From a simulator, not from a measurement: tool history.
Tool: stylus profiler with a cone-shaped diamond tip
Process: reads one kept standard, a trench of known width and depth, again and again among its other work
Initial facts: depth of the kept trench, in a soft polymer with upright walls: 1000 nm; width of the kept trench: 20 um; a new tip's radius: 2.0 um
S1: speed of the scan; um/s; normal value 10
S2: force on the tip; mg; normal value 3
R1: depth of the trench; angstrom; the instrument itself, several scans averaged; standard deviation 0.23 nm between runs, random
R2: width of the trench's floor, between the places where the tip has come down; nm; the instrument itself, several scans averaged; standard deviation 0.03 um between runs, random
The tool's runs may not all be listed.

Run 1, day 0: usual settings. Result: R1 10148.8 angstrom, R2 16500 nm.
Run 2, day 0.638: usual settings. Result: R1 10149.3 angstrom, R2 16510 nm.
Run 3, day 1.392: usual settings. Result: R1 10151.5 angstrom, R2 16480 nm.
Run 4, day 2.092: usual settings. Result: R1 10148.3 angstrom, R2 16480 nm.
Run 5, day 2.75: usual settings but S1 17 um/s. Result: R1 10151.4 angstrom, R2 16420 nm.
Run 6, day 3.512: usual settings but S2 1.23 mg. Result: R1 10084.1 angstrom, R2 16400 nm.
Run 7, day 4.254: usual settings. Result: R1 10153 angstrom, R2 16470 nm.
Run 8, day 4.904: usual settings. Result: R1 10149.1 angstrom, R2 16460 nm.
Run 9, day 5.304: usual settings. Result: R1 10152.6 angstrom, R2 16360 nm.
Run 10, day 5.767: usual settings. Result: R1 10150.2 angstrom, R2 16450 nm.
Run 11, day 6.079: usual settings. Result: R1 10152.4 angstrom, R2 16430 nm.
Run 12, day 6.804: usual settings but S1 34 um/s. Result: R1 10150.5 angstrom, R2 16230 nm.
Run 13, day 7.508: usual settings but S1 34 um/s. Result: R1 10152.9 angstrom, R2 16210 nm.
Run 14, day 8.225: usual settings but S1 34 um/s. Result: R1 10151.7 angstrom, R2 16220 nm.
Run 15, day 8.929: usual settings. Result: R1 10152.4 angstrom, R2 16350 nm.
Run 16, day 9.529: usual settings but S1 39 um/s. Result: R1 10153.2 angstrom, R2 16180 nm.
Run 17, day 10.217: usual settings but S1 11 um/s, S2 8.01 mg. Result: R1 10284.9 angstrom, R2 16330 nm.
Run 18, day 10.858: usual settings but S1 29 um/s. Result: R1 10155 angstrom, R2 16180 nm.
Run 19, day 11.179: usual settings but S1 15 um/s, S2 3.65 mg. Result: R1 10175.9 angstrom, R2 16280 nm.
Run 20, day 11.929: usual settings but S1 15 um/s, S2 3.65 mg. Result: R1 10171.2 angstrom, R2 16280 nm.
Run 21, day 12.5: usual settings but S1 3 um/s, S2 3.23 mg. Result: R1 10160.1 angstrom, R2 16320 nm.
At day 12.579: height scale calibrated on a step standard.
Run 22, day 12.962: usual settings but S1 18 um/s, S2 1.04 mg. Result: R1 10085.8 angstrom, R2 16140 nm.
Run 23, day 13.725: usual settings but S1 18 um/s, S2 1.04 mg. Result: R1 10089.6 angstrom, R2 16150 nm.
Run 24, day 14.392: usual settings but S1 30 um/s, S2 1.75 mg. Result: R1 10120.6 angstrom, R2 16110 nm.
Run 25, day 14.979: usual settings but S1 30 um/s, S2 1.75 mg. Result: R1 10117.1 angstrom, R2 15990 nm.
Run 26, day 15.596: usual settings but S1 30 um/s, S2 1.75 mg. Result: R1 10118.7 angstrom, R2 16080 nm.
At day 15.933: height scale calibrated on a step standard, once more.
Run 27, day 16.35: usual settings but S1 6 um/s, S2 1.75 mg. Result: R1 10111.3 angstrom, R2 16220 nm.
Run 28, day 16.846: usual settings but S1 6 um/s, S2 1.75 mg. Result: R1 10103.4 angstrom, R2 16210 nm.
Run 29, day 17.25: usual settings but S1 6 um/s, S2 1.75 mg. Result: R1 10107.9 angstrom, R2 16250 nm.
Run 30, day 17.975: usual settings but S1 6 um/s, S2 1.75 mg. Result: R1 10109.6 angstrom, R2 16190 nm.

Predict each of these 5 candidate next runs independently; none follows another, all start after run 30:
Run A, day 18.412: usual settings but S1 2 um/s. Result: R1 ?, R2 ?.
Run B, day 18.412: usual settings but S1 6 um/s, S2 7.49 mg. Result: R1 ?, R2 ?.
Run C, day 18.412: usual settings but S1 32 um/s, S2 3.12 mg. Result: R1 ?, R2 ?.
Run D, day 18.412: usual settings but S1 3 um/s, S2 1.77 mg. Result: R1 ?, R2 ?.
Run E, day 18.412: usual settings but S2 1.64 mg. Result: R1 ?, R2 ?.

run       R1     R2
  A    10153  16270
  B  10270.9  16210
  C  10156.3  16070
  D  10105.3  16260
  E  10099.6  16110
Stripped of hidden state, with their random variation kept, the same runs would have yielded:
run       R1     R2
  A  10146.4  16580
  B  10264.3  16520
  C  10149.7  16390
  D  10098.7  16570
  E    10093  16430

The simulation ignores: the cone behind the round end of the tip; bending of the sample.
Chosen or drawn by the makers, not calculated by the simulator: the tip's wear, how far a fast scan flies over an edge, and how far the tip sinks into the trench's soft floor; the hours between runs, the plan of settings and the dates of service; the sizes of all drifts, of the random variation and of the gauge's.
